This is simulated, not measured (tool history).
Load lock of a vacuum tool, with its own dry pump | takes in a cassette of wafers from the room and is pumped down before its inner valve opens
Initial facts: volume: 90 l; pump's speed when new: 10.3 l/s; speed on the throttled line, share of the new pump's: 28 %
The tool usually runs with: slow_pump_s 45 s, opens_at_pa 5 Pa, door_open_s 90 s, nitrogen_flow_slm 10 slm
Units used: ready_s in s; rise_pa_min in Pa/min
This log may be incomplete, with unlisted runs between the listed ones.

run,hour,slow_pump_s,opens_at_pa,door_open_s,nitrogen_flow_slm,"incoming humidity of the room's air, %",ready_s,rise_pa_min
1,0.0,45,5,90,10,47.5,122.1,0.288
2,117.7,45,5,90,10,45.9,120.6,0.281
3,178.1,45,5,114,10,45.2,120.1,0.294
4,323.8,45,5,90,26,46.2,121.9,0.281
5,389.9,45,5,90,26,48.4,120.1,0.289
6,458.2,45,5,90,26,49.6,121.6,0.297
7,547.6,45,5,90,26,48.2,121.2,0.291
8,650.5,45,5,90,26,42.0,121.4,0.301
9,795.0,45,5,90,26,44.9,121.1,0.310
10,902.3,45,5,90,26,46.9,120.8,0.309
11,979.4,45,5,90,26,44.2,120.9,0.313
12,1094.2,45,5,90,26,47.2,120.2,0.325
13,1239.8,45,5,90,26,46.3,120.2,0.327
14,1355.8,45,5,90,26,43.0,122.1,0.329
15,1448.4,45,5,90,26,44.7,121.2,0.336
16,1576.6,82,5,90,26,45.2,147.4,0.349
17,1707.7,82,5,90,26,44.3,149.1,0.346
18,1772.8,82,5,90,26,49.0,146.7,0.361
19,1898.7,45,5,232,10,44.4,122.7,0.393
20,2032.4,45,5,232,10,41.4,122.8,0.400
21,2148.1,45,5,232,10,44.6,123.3,0.398
22,2250.7,45,5,232,10,45.4,122.3,0.411
23,2378.0,22,5,70,10,46.3,106.4,0.406
24,2482.9,22,5,70,10,43.2,105.0,0.403
25,2601.7,22,5,70,10,46.5,106.2,0.417
26,2682.3,53,5,90,10,46.1,126.8,0.416
27,2757.5,53,5,90,10,45.9,128.2,0.424
28,2875.7,53,5,164,10,40.6,128.2,0.430
29,2976.9,49,8,235,12,47.5,119.9,0.452
30,3066.6,45,5,48,35,47.5,123.7,0.420
31,3148.6,36,5,101,10,44.8,115.9,0.447
32,3254.2,71,5,90,7,45.4,140.7,0.458
33,3323.5,45,5,38,11,47.2,122.8,0.441
34,3438.8,40,6,90,31,47.4,117.0,0.445
35,3533.3,40,6,90,31,44.3,118.4,0.450
36,3662.9,45,10,90,18,44.3,116.8,0.474
37,3804.1,28,9,154,42,45.7,104.6,0.477
38,3942.7,23,9,90,38,38.3,101.0,0.471

A few steps of ready_s between consecutive runs. Split each: what settings, incoming material and random variation would produce without the hidden state, and what is left over for the hidden state, along with gauge scatter present in only one of the two compared results (measured, and without hidden state):
The tool's hidden condition here consists of: pump's speed, % of a new pump's; leak at the door's seal, Pa l/s; drift of the gauge itself on ready_s, %; drift of the gauge itself on rise_pa_min, %.
Run 15 -> 16: slow_pump_s 45 -> 82. ready_s +26.2 s: hidden state -0.3, all else +26.5.
Run 18 -> 19: slow_pump_s 82 -> 45, door_open_s 90 -> 232, nitrogen_flow_slm 26 -> 10. ready_s -24.0 s: hidden state +0.6, all else -24.6.
Run 29 -> 30: slow_pump_s 49 -> 45, opens_at_pa 8 -> 5, door_open_s 235 -> 48, nitrogen_flow_slm 12 -> 35. ready_s +3.8 s: hidden state +0.5, all else +3.3.
Run 31 -> 32: slow_pump_s 36 -> 71, door_open_s 101 -> 90, nitrogen_flow_slm 10 -> 7. ready_s +24.8 s: hidden state +0.0, all else +24.8.
Run 36 -> 37: slow_pump_s 45 -> 28, opens_at_pa 10 -> 9, door_open_s 90 -> 154, nitrogen_flow_slm 18 -> 42. ready_s -12.2 s: hidden state +0.5, all else -12.7.
